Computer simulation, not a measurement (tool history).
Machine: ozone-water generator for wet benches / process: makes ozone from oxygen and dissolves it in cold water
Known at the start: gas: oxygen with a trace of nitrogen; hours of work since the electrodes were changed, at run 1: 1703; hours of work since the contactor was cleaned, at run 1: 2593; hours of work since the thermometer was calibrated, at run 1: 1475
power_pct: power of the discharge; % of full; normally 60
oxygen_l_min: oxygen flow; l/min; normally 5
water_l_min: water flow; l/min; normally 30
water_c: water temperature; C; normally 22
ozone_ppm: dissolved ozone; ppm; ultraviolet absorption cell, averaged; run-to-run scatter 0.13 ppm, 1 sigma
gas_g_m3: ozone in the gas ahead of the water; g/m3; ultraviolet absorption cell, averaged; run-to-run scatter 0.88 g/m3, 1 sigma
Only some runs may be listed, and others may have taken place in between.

run,hour,power_pct,oxygen_l_min,water_l_min,water_c,hours of work since the electrodes were changed,hours of work since the contactor was cleaned,hours of work since the thermometer was calibrated,ozone_ppm,gas_g_m3
1,0,60,5,30,22,1703,2593,1475,12.7,144.9
2,21.2,60,5,30,22,1724,2614,1496,12.9,145
3,42.7,60,5,30,22,1746,2636,1518,13,145.3
4,79.1,60,5,41,22,1782,2672,1554,9.6,144.5
5,123.6,60,5,21,22,1827,2717,1598,16.8,143.8
6,146.6,60,5,30,22,1849,2739,1621,12.5,144.5
7,184.5,60,5,30,22,1887,2777,1659,12.9,144.4
8,219.6,60,5,30,22,1922,2812,1694,12.8,144.8
9,245.6,60,5,30,22,1948,2838,1720,12.7,145.5
10,268,60,3.65,24,22,1971,2861,1742,14.9,169.6
11,288.6,60,3.65,24,22,1991,2881,1763,14.5,170.4

Run 12, settings as shown, results not yet in. Your forecast:
12,318.2,60,5,33,16,2021,2911,1792,?,?

For run 12 the tool returned ozone_ppm 12.6 ppm, gas_g_m3 144.9 g/m3.
Were there no unlogged condition in the tool, this run, its random variation unchanged, would have produced ozone_ppm 12.6 ppm, gas_g_m3 144.9 g/m3.
